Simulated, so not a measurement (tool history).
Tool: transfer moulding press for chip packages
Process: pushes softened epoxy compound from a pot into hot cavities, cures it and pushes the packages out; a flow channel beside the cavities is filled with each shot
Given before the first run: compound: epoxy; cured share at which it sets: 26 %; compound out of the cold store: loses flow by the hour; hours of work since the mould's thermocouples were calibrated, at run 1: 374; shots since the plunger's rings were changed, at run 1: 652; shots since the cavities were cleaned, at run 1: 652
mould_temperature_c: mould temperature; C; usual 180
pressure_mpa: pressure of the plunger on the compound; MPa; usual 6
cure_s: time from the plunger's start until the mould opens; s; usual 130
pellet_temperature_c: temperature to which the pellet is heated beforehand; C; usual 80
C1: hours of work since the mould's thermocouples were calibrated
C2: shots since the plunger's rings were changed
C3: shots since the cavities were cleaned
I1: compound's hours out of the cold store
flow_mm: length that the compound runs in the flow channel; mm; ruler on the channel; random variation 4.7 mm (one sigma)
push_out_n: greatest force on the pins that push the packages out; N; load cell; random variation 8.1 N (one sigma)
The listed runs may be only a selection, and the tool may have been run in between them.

Run 1, hour 0: usual settings; C1 374; C2 652; C3 652; I1 17.3. Result: flow_mm 718 mm, push_out_n 580 N.
At hour 5.7: cavities cleaned with cleaning compound and waxed.
Run 2, hour 32.7: usual settings; C1 399; C2 996; C3 297; I1 8.5. Result: flow_mm 747 mm, push_out_n 493 N.
Run 3, hour 64.3: usual settings; C1 423; C2 1346; C3 647; I1 25.5. Result: flow_mm 693 mm, push_out_n 594 N.
At hour 68: cavities cleaned with cleaning compound and waxed.
Run 4, hour 114.8: usual settings; C1 462; C2 1887; C3 517; I1 42.7. Result: flow_mm 643 mm, push_out_n 557 N.
At hour 131.6: mould's thermocouples calibrated.
At hour 133.1: cavities cleaned with cleaning compound and waxed.
Run 5, hour 166.9: usual settings; C1 26; C2 2423; C3 373; I1 24.1. Result: flow_mm 690 mm, push_out_n 507 N.
At hour 196.6: cavities cleaned with cleaning compound and waxed.
Run 6, hour 209.6: usual settings; C1 58; C2 2877; C3 143; I1 38. Result: flow_mm 654 mm, push_out_n 433 N.
Run 7, hour 231.1: usual settings; C1 75; C2 3114; C3 380; I1 40.6. Result: flow_mm 640 mm, push_out_n 499 N.
At hour 261.8: cavities cleaned with cleaning compound and waxed.
Run 8, hour 273.4: usual settings; C1 107; C2 3565; C3 128; I1 18. Result: flow_mm 701 mm, push_out_n 436 N.
Run 9, hour 295.2: usual settings; C1 124; C2 3806; C3 369; I1 34.1. Result: flow_mm 656 mm, push_out_n 525 N.
At hour 324.4: cavities cleaned with cleaning compound and waxed.
Run 10, hour 324.4: usual settings; C1 146; C2 4111; C3 0; I1 30.6. Result: flow_mm 658 mm, push_out_n 369 N.
Run 11, hour 355.6: usual settings; C1 170; C2 4456; C3 345; I1 38.5. Result: flow_mm 645 mm, push_out_n 507 N.
At hour 386.1: cavities cleaned with cleaning compound and waxed.
Run 12, hour 392.4: usual settings; C1 198; C2 4845; C3 69; I1 9.5. Result: flow_mm 717 mm, push_out_n 406 N.
At hour 398.6: plunger's sealing rings changed.
Run 13, hour 433.1: usual settings; C1 227; C2 380; C3 490; I1 28.7. Result: flow_mm 683 mm, push_out_n 545 N.
At hour 451.2: cavities cleaned with cleaning compound and waxed.
Run 14, hour 481.8: usual settings; C1 264; C2 902; C3 338; I1 43.7. Result: flow_mm 650 mm, push_out_n 479 N.
Run 15, hour 505.9: usual settings but pressure_mpa 6.03 MPa; C1 283; C2 1167; C3 603; I1 46.1. Result: flow_mm 650 mm, push_out_n 586 N.
At hour 514.6: cavities cleaned with cleaning compound and waxed.
Run 16, hour 541.8: usual settings but pressure_mpa 4.65 MPa, pellet_temperature_c 84 C; C1 310; C2 1548; C3 301; I1 30.5. Result: flow_mm 598 mm, push_out_n 483 N.
At hour 576.6: cavities cleaned with cleaning compound and waxed.
Run 17, hour 586.7: usual settings but mould_temperature_c 172 C, pressure_mpa 6.76 MPa, cure_s 145 s; C1 344; C2 2026; C3 111; I1 27.5. Result: flow_mm 748 mm, push_out_n 526 N.
Run 18, hour 612.5: usual settings but mould_temperature_c 172 C, pressure_mpa 6.76 MPa, cure_s 145 s; C1 364; C2 2312; C3 397; I1 36.6. Result: flow_mm 714 mm, push_out_n 665 N.
At hour 638.8: cavities cleaned with cleaning compound and waxed.
Run 19, hour 661: usual settings but mould_temperature_c 172 C, pressure_mpa 6.76 MPa, cure_s 131 s, pellet_temperature_c 86 C; C1 400; C2 2830; C3 245; I1 26.3. Result: flow_mm 741 mm, push_out_n 737 N.

Forecast run 20:
Run 20, hour 697.9: usual settings but mould_temperature_c 172 C, pressure_mpa 6.76 MPa, cure_s 131 s, pellet_temperature_c 86 C; C1 429; C2 3237; C3 652; I1 31.5. Result: flow_mm ?, push_out_n ?.

For run 20 the tool returned flow_mm 730 mm, push_out_n 915 N.
Minus the tool's unlogged condition, the same run would have read flow_mm 750 mm, push_out_n 512 N.
